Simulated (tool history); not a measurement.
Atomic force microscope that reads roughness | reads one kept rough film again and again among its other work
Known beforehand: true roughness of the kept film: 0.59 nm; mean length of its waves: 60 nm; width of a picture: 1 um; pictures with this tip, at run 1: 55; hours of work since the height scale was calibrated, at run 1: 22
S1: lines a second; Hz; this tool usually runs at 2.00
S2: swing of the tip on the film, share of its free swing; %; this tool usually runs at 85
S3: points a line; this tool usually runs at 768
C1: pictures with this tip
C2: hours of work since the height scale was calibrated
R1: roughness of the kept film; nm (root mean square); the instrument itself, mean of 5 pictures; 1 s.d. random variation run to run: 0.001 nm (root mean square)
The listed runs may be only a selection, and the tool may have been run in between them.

| run | day | S1 | S2 | S3 | C1 | C2 | R1 |
|---|---|---|---|---|---|---|---|
| 1 | 0.000 | 2.00 | 85 | 768 | 55 | 22 | 0.454 |
| 2 | 0.396 | 2.00 | 85 | 768 | 62 | 27 | 0.454 |
| 3 | 1.054 | 2.00 | 85 | 768 | 73 | 34 | 0.455 |
| 4 | 1.662 | 2.00 | 85 | 768 | 83 | 41 | 0.453 |
| 5 | 2.200 | 2.00 | 85 | 768 | 92 | 47 | 0.456 |
| 6 | 2.638 | 2.00 | 85 | 768 | 100 | 51 | 0.453 |
| 7 | 3.196 | 2.00 | 85 | 768 | 109 | 58 | 0.455 |
|  | 3.779 | new tip fitted |
| 8 | 3.917 | 2.00 | 85 | 768 | 2 | 65 | 0.455 |
| 9 | 4.504 | 1.09 | 85 | 768 | 12 | 72 | 0.508 |
| 10 | 5.158 | 1.09 | 85 | 768 | 24 | 79 | 0.507 |
| 11 | 5.508 | 1.09 | 85 | 768 | 29 | 83 | 0.506 |
| 12 | 5.983 | 0.63 | 85 | 768 | 38 | 88 | 0.539 |
| 13 | 6.667 | 0.63 | 85 | 768 | 49 | 96 | 0.540 |
| 14 | 7.192 | 0.63 | 85 | 768 | 58 | 102 | 0.537 |
| 15 | 7.883 | 0.63 | 85 | 768 | 70 | 109 | 0.540 |
| 16 | 8.417 | 1.21 | 85 | 768 | 79 | 115 | 0.499 |
| 17 | 9.092 | 1.21 | 85 | 768 | 91 | 123 | 0.499 |
| 18 | 9.525 | 2.00 | 62 | 768 | 98 | 127 | 0.544 |
| 19 | 10.004 | 2.00 | 62 | 768 | 106 | 133 | 0.542 |
| 20 | 10.458 | 2.00 | 62 | 768 | 114 | 138 | 0.543 |
|  | 10.754 | new tip fitted |
| 21 | 11.183 | 2.00 | 62 | 768 | 7 | 145 | 0.544 |
| 22 | 11.729 | 3.25 | 85 | 768 | 16 | 151 | 0.398 |
| 23 | 12.304 | 2.55 | 85 | 294 | 26 | 158 | 0.427 |
| 24 | 12.712 | 1.21 | 79 | 768 | 33 | 162 | 0.518 |
| 25 | 13.200 | 1.71 | 72 | 1010 | 41 | 168 | 0.522 |
| 26 | 13.529 | 1.01 | 79 | 768 | 47 | 171 | 0.527 |
| 27 | 14.050 | 2.00 | 73 | 368 | 56 | 177 | 0.505 |
| 28 | 14.525 | 1.22 | 68 | 256 | 64 | 182 | 0.546 |
| 29 | 15.079 | 1.22 | 87 | 302 | 74 | 188 | 0.489 |
| 30 | 15.804 | 1.22 | 87 | 310 | 86 | 196 | 0.490 |
| 31 | 16.250 | 1.22 | 87 | 310 | 94 | 201 | 0.491 |
| 32 | 16.696 | 1.22 | 87 | 310 | 101 | 206 | 0.492 |
| 33 | 17.362 | 1.22 | 82 | 310 | 113 | 214 | 0.506 |
| 34 | 17.704 | 1.22 | 82 | 994 | 118 | 217 | 0.509 |
|  | 17.771 | new tip fitted |
| 35 | 18.208 | 1.22 | 81 | 568 | 8 | 223 | 0.512 |
| 36 | 18.762 | 2.63 | 68 | 751 | 17 | 229 | 0.507 |
| 37 | 19.296 | 2.50 | 86 | 819 | 26 | 235 | 0.425 |
| 38 | 19.717 | 0.82 | 58 | 819 | 33 | 239 | 0.570 |
| 39 | 20.067 | 1.24 | 60 | 481 | 39 | 243 | 0.562 |

Below are 3 alternative next runs, each starting from the tool's condition after run 39. Predict each:
| A | 20.588 | 2.87 | 70 | 540 | 48 | 249 | ? |
| B | 20.588 | 0.76 | 83 | 449 | 48 | 249 | ? |
| C | 20.588 | 0.87 | 62 | 369 | 48 | 249 | ? |

| run | R1 |
|---|---|
| A | 0.493 |
| B | 0.534 |
| C | 0.566 |
Without the tool's hidden state the same runs would have given:
| run | R1 |
|---|---|
| A | 0.493 |
| B | 0.534 |
| C | 0.566 |
